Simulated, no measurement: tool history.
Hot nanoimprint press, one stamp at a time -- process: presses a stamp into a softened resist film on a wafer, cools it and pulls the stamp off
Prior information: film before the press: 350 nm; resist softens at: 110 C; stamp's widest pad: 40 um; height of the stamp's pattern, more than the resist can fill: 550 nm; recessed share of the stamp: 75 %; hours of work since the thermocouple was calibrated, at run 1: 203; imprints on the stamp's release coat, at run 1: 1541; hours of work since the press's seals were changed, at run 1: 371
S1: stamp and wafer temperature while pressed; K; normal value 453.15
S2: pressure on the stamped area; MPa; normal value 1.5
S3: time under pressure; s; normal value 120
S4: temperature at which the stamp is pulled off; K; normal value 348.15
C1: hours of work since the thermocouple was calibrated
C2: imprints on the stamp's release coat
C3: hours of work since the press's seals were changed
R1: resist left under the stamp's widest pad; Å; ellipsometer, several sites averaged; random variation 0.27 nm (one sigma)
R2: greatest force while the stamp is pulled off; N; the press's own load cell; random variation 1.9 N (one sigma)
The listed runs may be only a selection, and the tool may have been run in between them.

run	hour	S1	S2	S3	S4	C1	C2	C3	R1	R2
1	0	453.15	1.5	120	348.15	203	1541	371	1422	147
2	11.2	453.15	1.5	120	348.15	211	1583	379	1426	145
3	22.2	453.15	1.5	120	348.15	219	1623	387	1426	145
4	33	453.15	1.5	120	348.15	227	1663	395	1431	148
5	41.8	453.15	1.5	120	348.15	233	1696	402	1430	151
6	47.9	453.15	1.5	120	348.15	238	1719	406	1429	144
7	55.3	453.15	1.5	120	348.15	243	1746	412	1431	146
8	65	453.15	1.5	120	346.15	250	1782	419	1432	147
9	75.3	453.15	1.5	162	348.15	258	1820	426	1295	148
10	88	453.15	1.5	162	348.15	267	1867	436	1296	152
11	96.1	453.15	1.5	162	348.15	273	1897	441	1293	151
12	109.3	453.15	1.5	120	340.15	283	1946	451	1436	172
13	120.8	453.15	1.5	120	348.15	291	1988	459	1430	153
# hour 140.6: stamp cleaned and given a new release coat
14	140.6	453.15	1.5	120	348.15	301	0	470	1434	120
# hour 144.7: plate thermocouple calibrated
15	152.5	453.15	1.5	120	348.15	6	33	476	1437	121
16	166	462.15	1.5	120	348.15	16	82	486	1106	121
17	179.4	464.15	1.5	120	349.15	25	132	496	1047	118
18	193.8	443.15	1.36	120	349.15	36	185	506	2042	118
19	200.9	460.15	1.57	108	352.15	41	212	512	1185	114
20	208.4	460.15	1.19	99	342.15	47	240	517	1429	131
21	219.8	460.15	1.19	99	342.15	55	282	525	1434	137
22	234.2	453.15	2.39	120	348.15	65	335	536	1105	124
23	242	453.15	2.39	120	348.15	71	364	542	1103	123
24	254.1	457.15	1.39	209	348.15	80	409	550	1101	124
25	264.3	451.15	1.74	110	350.15	87	447	558	1448	124
26	278.7	451.15	1.95	103	345.15	98	500	568	1396	128
27	291.1	451.15	1.95	103	345.15	107	546	577	1396	136
28	297.6	451.15	1.95	115	351.15	112	570	582	1344	121
29	311.2	451.15	1.95	115	351.15	122	620	592	1346	123
30	325.1	451.15	1.95	115	351.15	132	672	602	1352	122
31	333	451.15	1.95	115	351.15	138	701	608	1351	124

3 options for the next run, each taken on its own from the tool as it stands now. Forecast them:
A	347.2	464.15	1.95	198	352.15	148	754	619	?	?
B	347.2	442.15	1.19	115	351.15	148	754	619	?	?
C	347.2	456.15	1.5	63	335.15	148	754	619	?	?

run	R1	R2
A	761	119
B	2279	123
C	1647	159
Had the tool no hidden state, the same runs would have come out as:
run	R1	R2
A	731	108
B	2221	111
C	1595	144

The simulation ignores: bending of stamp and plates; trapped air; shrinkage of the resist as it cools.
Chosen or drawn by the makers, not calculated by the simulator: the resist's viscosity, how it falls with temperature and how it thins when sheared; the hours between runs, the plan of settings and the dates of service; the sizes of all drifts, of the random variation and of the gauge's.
